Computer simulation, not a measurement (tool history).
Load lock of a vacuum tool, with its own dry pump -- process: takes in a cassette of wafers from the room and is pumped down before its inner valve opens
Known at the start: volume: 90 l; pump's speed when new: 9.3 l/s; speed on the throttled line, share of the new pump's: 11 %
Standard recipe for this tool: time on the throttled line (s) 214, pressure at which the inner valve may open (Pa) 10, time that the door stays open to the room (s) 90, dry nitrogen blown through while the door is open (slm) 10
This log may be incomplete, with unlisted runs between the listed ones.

run	hour	time on the throttled line (s)	pressure at which the inner valve may open (Pa)	time that the door stays open to the room (s)	dry nitrogen blown through while the door is open (slm)	incoming humidity of the room's air, %	time from the closed door until the inner valve may open (s)	rise of the pressure with all valves shut (Pa/min)
1	0.0	214	10	90	10	42.1	280.8	0.036
2	367.5	214	11	90	10	41.8	281.6	0.031
3	1013.4	214	11	90	10	45.9	280.1	0.031
4	1473.4	214	10	225	10	45.9	281.4	0.050
5	1935.3	214	10	90	39	46.3	279.9	0.022
6	2470.9	230	10	90	10	46.5	294.7	0.031
7	2838.7	214	10	90	16	42.0	279.9	0.027
8	3190.8	214	10	90	16	43.3	280.2	0.024
9	3473.8	214	10	90	16	48.9	279.5	0.031
10	3853.7	214	10	90	16	45.1	281.3	0.030
11	4410.5	214	10	90	10	45.7	280.7	0.037
12	4986.0	214	10	90	10	48.0	281.9	0.045
13	5286.6	214	13	90	10	42.0	278.6	0.035
14	5790.7	214	13	90	10	43.0	279.5	0.031
15	6177.2	214	13	90	10	48.1	280.3	0.036
16	6841.7	394	10	90	10	42.1	439.8	0.030
17	7498.8	394	10	90	10	45.5	443.1	0.036
18	7974.0	394	10	90	10	41.9	442.3	0.028
19	8414.3	158	13	215	10	46.6	229.1	0.056
20	8737.5	118	10	133	10	44.9	196.3	0.043
# hour 8884.0: dry pump taken out, an overhauled one fitted
21	9045.8	118	10	133	10	45.5	196.2	0.045
# hour 9103.3: door's seal changed, seat wiped
22	9355.6	118	10	133	10	47.6	195.6	0.041
23	9989.3	285	10	68	10	43.8	345.5	0.027
24	10638.9	312	13	37	10	45.5	364.5	0.021
25	11241.4	214	15	90	7	44.0	277.4	0.036
26	11663.4	214	15	90	7	44.3	276.8	0.037
27	11996.3	214	13	80	7	46.6	279.1	0.031
28	12566.9	157	10	90	11	47.6	230.3	0.033
29	13104.8	116	10	90	7	43.5	192.3	0.041
30	13429.3	116	10	124	5	46.0	193.3	0.045
31	13979.3	214	10	126	44	44.9	281.1	0.021
32	14475.3	214	16	41	18	42.6	275.0	0.018
33	15117.0	214	16	41	4	46.8	276.8	0.033
34	15564.0	214	16	41	4	45.4	276.2	0.031
35	15889.7	132	18	123	21	44.6	202.7	0.026
36	16534.1	209	9	90	33	47.1	278.8	0.018

4 ways to go on from here, each from the tool as it stands after run 36. What would each give?
A	17082.3	216	9	179	10	44.1	?	?
B	17082.3	214	13	90	14	45.4	?	?
C	17082.3	209	18	90	43	45.1	?	?
D	17082.3	263	9	54	33	45.2	?	?

run	time from the closed door until the inner valve may open (s)	rise of the pressure with all valves shut (Pa/min)
A	285.0	0.043
B	276.6	0.027
C	271.6	0.020
D	325.6	0.013
Without the tool's hidden state the same runs would have given:
run	time from the closed door until the inner valve may open (s)	rise of the pressure with all valves shut (Pa/min)
A	285.0	0.042
B	276.6	0.027
C	271.6	0.020
D	325.6	0.012
